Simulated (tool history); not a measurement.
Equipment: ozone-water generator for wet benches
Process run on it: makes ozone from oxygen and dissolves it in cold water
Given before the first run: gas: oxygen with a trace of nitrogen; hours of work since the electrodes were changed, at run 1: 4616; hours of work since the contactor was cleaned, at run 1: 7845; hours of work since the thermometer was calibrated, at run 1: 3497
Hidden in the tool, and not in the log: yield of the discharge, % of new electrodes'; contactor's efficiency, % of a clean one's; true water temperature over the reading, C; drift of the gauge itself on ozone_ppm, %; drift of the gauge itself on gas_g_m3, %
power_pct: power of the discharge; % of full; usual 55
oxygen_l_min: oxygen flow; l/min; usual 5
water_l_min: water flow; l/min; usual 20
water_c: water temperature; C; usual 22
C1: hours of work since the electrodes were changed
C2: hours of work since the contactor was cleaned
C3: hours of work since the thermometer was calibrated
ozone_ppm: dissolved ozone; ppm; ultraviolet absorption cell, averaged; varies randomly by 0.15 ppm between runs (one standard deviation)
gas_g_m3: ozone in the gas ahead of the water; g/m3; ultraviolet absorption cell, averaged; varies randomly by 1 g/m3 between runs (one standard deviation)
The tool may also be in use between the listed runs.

run 1 hour=0 | power_pct=55 oxygen_l_min=5 water_l_min=20 water_c=22 | C1=4616 C2=7845 C3=3497 | ozone_ppm=18.5 gas_g_m3=174.5
run 2 hour=121 | power_pct=55 oxygen_l_min=5 water_l_min=20 water_c=17 | C1=4731 C2=7960 C3=3612 | ozone_ppm=19.8 gas_g_m3=175.5
-- hour=139.9 contactor cleaned
run 3 hour=256.2 | power_pct=55 oxygen_l_min=5 water_l_min=20 water_c=29 | C1=4856 C2=111 C3=3736 | ozone_ppm=16.4 gas_g_m3=175.4
run 4 hour=421.6 | power_pct=55 oxygen_l_min=5 water_l_min=20 water_c=29 | C1=5013 C2=268 C3=3894 | ozone_ppm=16.4 gas_g_m3=175.2
run 5 hour=593 | power_pct=55 oxygen_l_min=8.22 water_l_min=20 water_c=22 | C1=5176 C2=431 C3=4057 | ozone_ppm=18.2 gas_g_m3=139
-- hour=663 water thermometer calibrated
run 6 hour=702.6 | power_pct=55 oxygen_l_min=5 water_l_min=14 water_c=22 | C1=5280 C2=534 C3=38 | ozone_ppm=23.6 gas_g_m3=175.5
run 7 hour=788.5 | power_pct=92 oxygen_l_min=5 water_l_min=20 water_c=22 | C1=5361 C2=616 C3=119 | ozone_ppm=27.2 gas_g_m3=263.4
run 8 hour=908.8 | power_pct=92 oxygen_l_min=5 water_l_min=20 water_c=22 | C1=5476 C2=730 C3=234 | ozone_ppm=27.9 gas_g_m3=261.3
run 9 hour=1045.7 | power_pct=92 oxygen_l_min=5 water_l_min=18 water_c=22 | C1=5606 C2=861 C3=364 | ozone_ppm=30 gas_g_m3=263.1
run 10 hour=1208.9 | power_pct=46 oxygen_l_min=5 water_l_min=18 water_c=16 | C1=5761 C2=1016 C3=519 | ozone_ppm=19.1 gas_g_m3=152
run 11 hour=1345.6 | power_pct=46 oxygen_l_min=5 water_l_min=18 water_c=16 | C1=5891 C2=1146 C3=649 | ozone_ppm=19 gas_g_m3=154.1
run 12 hour=1445.5 | power_pct=55 oxygen_l_min=5 water_l_min=30 water_c=22 | C1=5986 C2=1241 C3=744 | ozone_ppm=13 gas_g_m3=175.7
run 13 hour=1581 | power_pct=55 oxygen_l_min=5 water_l_min=30 water_c=22 | C1=6115 C2=1370 C3=873 | ozone_ppm=13.1 gas_g_m3=174.8
run 14 hour=1691.8 | power_pct=55 oxygen_l_min=8.03 water_l_min=27 water_c=30 | C1=6220 C2=1475 C3=978 | ozone_ppm=13 gas_g_m3=142.2
run 15 hour=1858.4 | power_pct=71 oxygen_l_min=5 water_l_min=20 water_c=19 | C1=6378 C2=1633 C3=1137 | ozone_ppm=23.9 gas_g_m3=214.8
run 16 hour=1950.2 | power_pct=71 oxygen_l_min=5 water_l_min=20 water_c=19 | C1=6466 C2=1721 C3=1224 | ozone_ppm=23.7 gas_g_m3=215.6
run 17 hour=2111.4 | power_pct=71 oxygen_l_min=5 water_l_min=20 water_c=19 | C1=6619 C2=1874 C3=1377 | ozone_ppm=23.7 gas_g_m3=215.8

What differs in the tool's unlogged condition from the final listed run ahead of each entry between runs to the first listed run following it?
Run 2 -> run 3: contactor cleaned (hour 139.9)
  yield of the discharge, % of new electrodes': 99.9 -> 99.8; contactor's efficiency, % of a clean one's: 99.7 -> 100; drift of the gauge itself on gas_g_m3, %: 0.07 -> 0.15
  measured value less the no-hidden-state value, gas_g_m3: +0 -> +0.1 g/m3
Run 5 -> run 6: water thermometer calibrated (hour 663)
  true water temperature over the reading, C: 0.01 -> 0; drift of the gauge itself on gas_g_m3, %: 0.34 -> 0.41
  measured value less the no-hidden-state value, gas_g_m3: +0.3 -> +0.5 g/m3
